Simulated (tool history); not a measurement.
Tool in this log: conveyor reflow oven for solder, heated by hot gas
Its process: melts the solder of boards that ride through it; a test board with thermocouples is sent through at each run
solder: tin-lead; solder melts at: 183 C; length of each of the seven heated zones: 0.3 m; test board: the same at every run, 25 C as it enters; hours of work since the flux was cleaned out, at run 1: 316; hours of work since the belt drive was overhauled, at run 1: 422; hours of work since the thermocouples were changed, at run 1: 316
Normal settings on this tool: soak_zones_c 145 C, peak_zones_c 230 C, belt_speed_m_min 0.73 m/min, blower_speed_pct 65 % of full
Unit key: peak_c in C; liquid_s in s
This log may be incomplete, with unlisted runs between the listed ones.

run	hour	soak_zones_c	peak_zones_c	belt_speed_m_min	blower_speed_pct	hours of work since the flux was cleaned out	hours of work since the belt drive was overhauled	hours of work since the thermocouples were changed	peak_c	liquid_s
1	0	145	230	0.73	65	316	422	316	212.7	35.6
2	48	145	230	0.73	65	352	457	352	212.3	35.6
3	106.6	145	230	0.73	65	395	501	395	212.4	36.2
# hour 150.3: flux residue cleaned out of gas plates and filters
4	197.6	145	230	0.73	65	35	564	459	212.8	35.5
5	236	145	230	0.73	65	64	593	487	212.1	36.1
6	297.4	145	230	0.73	65	109	638	533	212.7	35.7
# hour 319.1: thermocouples of zones 6 and 7 changed
7	382.7	145	230	0.73	65	171	700	47	212.9	35.9
8	451.7	145	230	0.73	65	222	751	98	212.5	35.8
9	512.4	145	230	0.73	65	267	796	143	212.6	35.8
10	574.5	145	230	0.73	65	313	842	189	212	36.1
11	652.8	145	230	0.73	65	371	900	247	213.1	35.6
12	719.9	145	230	0.701	65	421	950	297	213.7	38.1
# hour 733.4: flux residue cleaned out of gas plates and filters
13	800.2	145	227	0.701	65	49	1006	353	211.7	36.8
14	854.5	145	230	0.73	65	90	1046	393	212.5	36.3
15	900.3	145	230	0.73	65	124	1080	427	213.3	36
# hour 933.3: belt drive overhauled, speed set with a stopwatch
16	944.8	145	233	0.73	65	154	9	457	214.8	36.9
17	1009.8	145	233	0.73	65	202	57	505	215.4	37
# hour 1071.7: thermocouples of zones 6 and 7 changed
18	1097.5	145	233	0.73	65	265	120	19	215	37.1
19	1154.7	145	233	0.73	65	308	163	62	214.5	37.6
20	1224.2	145	218	0.73	65	359	214	113	202.2	28.6
21	1262.9	145	218	0.73	65	388	243	142	202.4	29.2
# hour 1316.6: flux residue cleaned out of gas plates and filters
22	1324.8	145	218	0.873	65	6	285	184	196.7	18.5
23	1412.8	145	218	0.873	65	71	350	249	197.1	18.8
24	1491.5	145	219	0.73	81	130	408	307	207	33.8
25	1577.2	145	228	0.805	81	193	472	371	212.1	32.6
26	1615.8	160	230	0.78	65	222	500	399	214	38.6
27	1700.7	134	230	0.828	65	285	563	462	205.4	24.9
28	1752	136	229	0.73	82	323	601	500	214.4	35.8
# hour 1819.1: thermocouples of zones 6 and 7 changed
29	1838.2	136	229	0.73	82	385	664	14	214.1	35
# hour 1896.9: flux residue cleaned out of gas plates and filters
30	1913.9	136	229	0.73	82	13	716	67	214.4	35.4
31	1996.2	142	230	0.73	65	74	777	127	212.2	34.9

What if the next run were any one of these 3? Each begins from the tool's condition after run 31:
A	2053.5	145	224	0.73	62	116	820	170	?	?
B	2053.5	151	230	0.73	65	116	820	170	?	?
C	2053.5	135	233	0.73	75	116	820	170	?	?

run	peak_c	liquid_s
A	206.2	31.8
B	214.5	38.4
C	216	35.8
What these runs would have given with no unlogged condition in the tool:
run	peak_c	liquid_s
A	206.1	31.7
B	214.4	38.2
C	216	35.6

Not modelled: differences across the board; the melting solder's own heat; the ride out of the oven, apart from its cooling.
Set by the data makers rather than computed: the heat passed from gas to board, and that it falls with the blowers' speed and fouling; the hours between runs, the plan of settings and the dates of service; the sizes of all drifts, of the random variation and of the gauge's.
